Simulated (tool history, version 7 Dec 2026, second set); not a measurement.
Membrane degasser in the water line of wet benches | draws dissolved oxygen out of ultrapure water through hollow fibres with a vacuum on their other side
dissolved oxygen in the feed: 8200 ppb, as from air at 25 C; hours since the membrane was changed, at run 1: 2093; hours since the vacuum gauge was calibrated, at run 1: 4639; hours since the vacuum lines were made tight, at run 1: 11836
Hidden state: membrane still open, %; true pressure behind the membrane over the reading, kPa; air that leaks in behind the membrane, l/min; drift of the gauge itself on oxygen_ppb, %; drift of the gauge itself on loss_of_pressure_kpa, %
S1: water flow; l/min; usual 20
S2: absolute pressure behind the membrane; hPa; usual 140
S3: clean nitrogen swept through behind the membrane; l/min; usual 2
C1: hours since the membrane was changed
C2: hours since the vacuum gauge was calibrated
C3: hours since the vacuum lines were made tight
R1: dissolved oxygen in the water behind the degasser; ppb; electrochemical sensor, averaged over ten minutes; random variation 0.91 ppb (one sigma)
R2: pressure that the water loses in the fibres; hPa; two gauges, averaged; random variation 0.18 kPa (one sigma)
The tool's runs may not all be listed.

run 1 day=0 | S1=20 S2=140 S3=2 | C1=2093 C2=4639 C3=11836 | R1=257.1 R2=345.2
run 2 day=8.592 | S1=20 S2=140 S3=0.98 | C1=2299 C2=4845 C3=12042 | R1=479 R2=349.2
run 3 day=16.871 | S1=20 S2=140 S3=0.98 | C1=2497 C2=5044 C3=12241 | R1=476.9 R2=344.6
run 4 day=26.688 | S1=20 S2=140 S3=2 | C1=2733 C2=5279 C3=12477 | R1=257.5 R2=347.8
-- day=29.042 vacuum gauge calibrated
run 5 day=32.812 | S1=20 S2=140 S3=2 | C1=2880 C2=90 C3=12623 | R1=258.6 R2=347.3
run 6 day=40.017 | S1=20 S2=140 S3=2 | C1=3052 C2=263 C3=12796 | R1=258.3 R2=350.9
run 7 day=47.588 | S1=20 S2=140 S3=2 | C1=3234 C2=445 C3=12978 | R1=259 R2=351.6
run 8 day=57.158 | S1=20 S2=140 S3=1.13 | C1=3464 C2=675 C3=13207 | R1=426.8 R2=351.3
run 9 day=67.825 | S1=20 S2=140 S3=2 | C1=3720 C2=931 C3=13463 | R1=259.9 R2=349.8
run 10 day=78.05 | S1=22 S2=140 S3=2 | C1=3965 C2=1176 C3=13709 | R1=283.4 R2=386.1
-- day=80.138 vacuum gauge calibrated, once more
run 11 day=88.333 | S1=22 S2=140 S3=0.85 | C1=4212 C2=197 C3=13955 | R1=576.2 R2=386.6
run 12 day=94.771 | S1=22 S2=140 S3=0.85 | C1=4366 C2=351 C3=14110 | R1=579.2 R2=385.5
run 13 day=103.683 | S1=26 S2=140 S3=5.73 | C1=4580 C2=565 C3=14323 | R1=127.3 R2=458.5
run 14 day=113.654 | S1=25 S2=167 S3=0.9 | C1=4819 C2=804 C3=14563 | R1=753.7 R2=441
-- day=114.475 seals of the vacuum lines changed
run 15 day=123.55 | S1=25 S2=230 S3=3.16 | C1=5055 C2=1040 C3=218 | R1=364.7 R2=439.8
run 16 day=129.808 | S1=25 S2=230 S3=3.16 | C1=5205 C2=1190 C3=368 | R1=367.1 R2=442.3
run 17 day=138.246 | S1=13 S2=140 S3=2.4 | C1=5407 C2=1393 C3=571 | R1=141.7 R2=228.5
run 18 day=145.829 | S1=24 S2=265 S3=1.02 | C1=5589 C2=1575 C3=753 | R1=1076.4 R2=424.6
run 19 day=151.925 | S1=15 S2=106 S3=2 | C1=5736 C2=1721 C3=899 | R1=134.5 R2=264.3
run 20 day=161.038 | S1=16 S2=263 S3=1.91 | C1=5954 C2=1940 C3=1117 | R1=443.1 R2=283.4
run 21 day=170.604 | S1=23 S2=113 S3=3.76 | C1=6184 C2=2169 C3=1347 | R1=123.8 R2=408.7

3 ways to go on from here, each from the tool as it stands after run 21. What would each give?
run A day=175.271 | S1=23 S2=113 S3=1.04 | C1=6296 C2=2281 C3=1459 | R1=? R2=?
run B day=175.271 | S1=20 S2=97 S3=2 | C1=6296 C2=2281 C3=1459 | R1=? R2=?
run C day=175.271 | S1=20 S2=140 S3=1.06 | C1=6296 C2=2281 C3=1459 | R1=? R2=?

run=A R1=385.1 R2=411.8
run=B R1=156.2 R2=354.1
run=C R1=441.8 R2=354.6
Without the tool's hidden state the same runs would have given:
run=A R1=380.9 R2=400.1
run=B R1=153.7 R2=343.9
run=C R1=437.9 R2=344.5
